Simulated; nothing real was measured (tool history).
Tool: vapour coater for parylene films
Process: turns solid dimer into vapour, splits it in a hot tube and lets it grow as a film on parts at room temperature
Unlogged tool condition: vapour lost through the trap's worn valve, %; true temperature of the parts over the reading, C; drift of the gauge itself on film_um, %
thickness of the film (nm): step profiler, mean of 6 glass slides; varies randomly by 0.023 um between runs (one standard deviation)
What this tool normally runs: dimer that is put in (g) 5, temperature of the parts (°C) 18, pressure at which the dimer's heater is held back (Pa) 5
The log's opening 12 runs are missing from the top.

run    hour  dimer that is put in (g)  temperature of the parts (°C)  pressure at which the dimer's heater is held back (Pa)  hours of work since the trap's valve was overhauled  hours of work since the table's thermometer was calibrated  thickness of the film (nm)
 13   612.7                         5                             18                                                       5                                                  230                                                        1113                        1380
 14   675.1                         5                             18                                                       5                                                  256                                                        1139                        1390
 15     717                         5                             18                                                       5                                                  273                                                        1157                        1380
 16   772.1                         5                             18                                                       5                                                  296                                                        1180                        1390
 17   828.5                         6                             18                                                    3.44                                                  320                                                        1203                        1690
 18   870.8                         6                             19                                                    2.78                                                  338                                                        1221                        1710
 19   925.5                         6                             19                                                    2.78                                                  360                                                        1244                        1690
 20     955                         5                             18                                                    4.13                                                  373                                                        1256                        1360
 21   993.2                         2                             29                                                    2.46                                                  389                                                        1272                         380
 22  1047.1                         2                             19                                                       5                                                  411                                                        1295                         530
 23  1074.6                         5                             18                                                    9.15                                                  423                                                        1306                        1240
 24  1121.2                         5                             18                                                    9.15                                                  442                                                        1325                        1250
 25    1183                         5                             18                                                    9.15                                                  468                                                        1351                        1220
 26  1232.5                         5                             18                                                    3.94                                                  488                                                        1372                        1360
 27  1298.4                         5                             19                                                    5.94                                                  516                                                        1399                        1250
     1316.3  -- trap's valve overhauled
 28  1345.9                         5                             19                                                    5.94                                                   12                                                        1418                        1400
 29  1374.3                         6                             18                                                    3.41                                                   24                                                        1429                        1850
 30  1427.1                         6                             18                                                    3.41                                                   46                                                        1451                        1810
 31  1490.7                         8                             17                                                       5                                                   73                                                        1478                        2420
 32  1528.6                         3                             17                                                   10.64                                                   89                                                        1494                         790

Below are 3 alternative next runs, each starting from the tool's condition after run 32. Predict each:
  A  1556.7                         6                             17                                                   10.64                                                  100                                                        1505                           ?
  B  1556.7                         3                             24                                                    2.77                                                  100                                                        1505                           ?
  C  1556.7                         8                             15                                                    7.03                                                  100                                                        1505                           ?

run  thickness of the film (nm)
  A                        1620
  B                         780
  C                        2410
The same runs, with their run-to-run variation unchanged, on a tool lacking any hidden condition would have given:
run  thickness of the film (nm)
  A                        1690
  B                         810
  C                        2510
